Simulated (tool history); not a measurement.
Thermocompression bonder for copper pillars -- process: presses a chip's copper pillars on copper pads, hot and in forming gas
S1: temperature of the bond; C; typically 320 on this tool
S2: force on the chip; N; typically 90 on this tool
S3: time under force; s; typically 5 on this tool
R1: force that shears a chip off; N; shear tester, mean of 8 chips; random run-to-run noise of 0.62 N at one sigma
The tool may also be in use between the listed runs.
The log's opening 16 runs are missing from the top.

Run 17, day 26.146: usual settings but S1 295 C. Result: R1 69.6 N.
Run 18, day 27.742: usual settings. Result: R1 83.6 N.
Run 19, day 28.846: usual settings. Result: R1 83.1 N.
Run 20, day 30.833: usual settings. Result: R1 83 N.
Run 21, day 31.875: usual settings. Result: R1 82.8 N.
Run 22, day 33.175: usual settings but S1 319 C, S2 67 N, S3 9 s. Result: R1 79.7 N.
Run 23, day 35.1: usual settings but S1 319 C, S2 67 N, S3 9 s. Result: R1 80.1 N.
Run 24, day 36.988: usual settings but S1 301 C. Result: R1 71.5 N.
At day 37.2: forming gas filter changed.
Run 25, day 38.2: usual settings but S1 313 C, S2 125 N, S3 8 s. Result: R1 112.6 N.
Run 26, day 39.192: usual settings but S1 313 C, S2 125 N, S3 8 s. Result: R1 112.9 N.
Run 27, day 40.167: usual settings but S1 329 C, S3 3 s. Result: R1 77.8 N.
Run 28, day 41.267: usual settings but S2 60 N, S3 11 s. Result: R1 82.7 N.
Run 29, day 43.038: usual settings but S1 306 C, S2 60 N, S3 4 s. Result: R1 51.9 N.
Run 30, day 44.621: usual settings but S1 314 C, S2 75 N, S3 10 s. Result: R1 89.5 N.
Run 31, day 45.933: usual settings but S1 298 C, S2 75 N, S3 10 s. Result: R1 80.3 N.
Run 32, day 48.038: usual settings but S1 346 C, S2 101 N, S3 4 s. Result: R1 101.1 N.
Run 33, day 49.242: usual settings but S1 316 C, S2 72 N, S3 7 s. Result: R1 79 N.
Run 34, day 50.217: usual settings but S1 316 C, S2 72 N, S3 7 s. Result: R1 78.2 N.
Run 35, day 51.921: usual settings but S1 342 C, S2 120 N. Result: R1 110.8 N.
Run 36, day 53.35: usual settings but S1 342 C, S2 130 N, S3 3 s. Result: R1 104.7 N.
Run 37, day 54.275: usual settings but S1 297 C, S3 4 s. Result: R1 66.8 N.
Run 38, day 55.904: usual settings but S1 297 C, S3 4 s. Result: R1 68.3 N.
Run 39, day 57.512: usual settings but S1 297 C, S3 4 s. Result: R1 66.6 N.

5 options for the next run, each taken on its own from the tool as it stands now. Forecast them:
Run A, day 59.192: usual settings but S1 297 C, S2 104 N, S3 4 s. Result: R1 ?.
Run B, day 59.192: usual settings but S1 324 C, S2 131 N. Result: R1 ?.
Run C, day 59.192: usual settings but S1 345 C, S2 61 N, S3 12 s. Result: R1 ?.
Run D, day 59.192: usual settings but S2 68 N. Result: R1 ?.
Run E, day 59.192: usual settings but S1 331 C, S2 80 N. Result: R1 ?.

run     R1
  A   74.1
  B  106.9
  C   97.3
  D   68.1
  E   84.9
Had the tool no hidden state, the same runs would have come out as:
run     R1
  A     74
  B  109.4
  C   99.4
  D   68.3
  E     86

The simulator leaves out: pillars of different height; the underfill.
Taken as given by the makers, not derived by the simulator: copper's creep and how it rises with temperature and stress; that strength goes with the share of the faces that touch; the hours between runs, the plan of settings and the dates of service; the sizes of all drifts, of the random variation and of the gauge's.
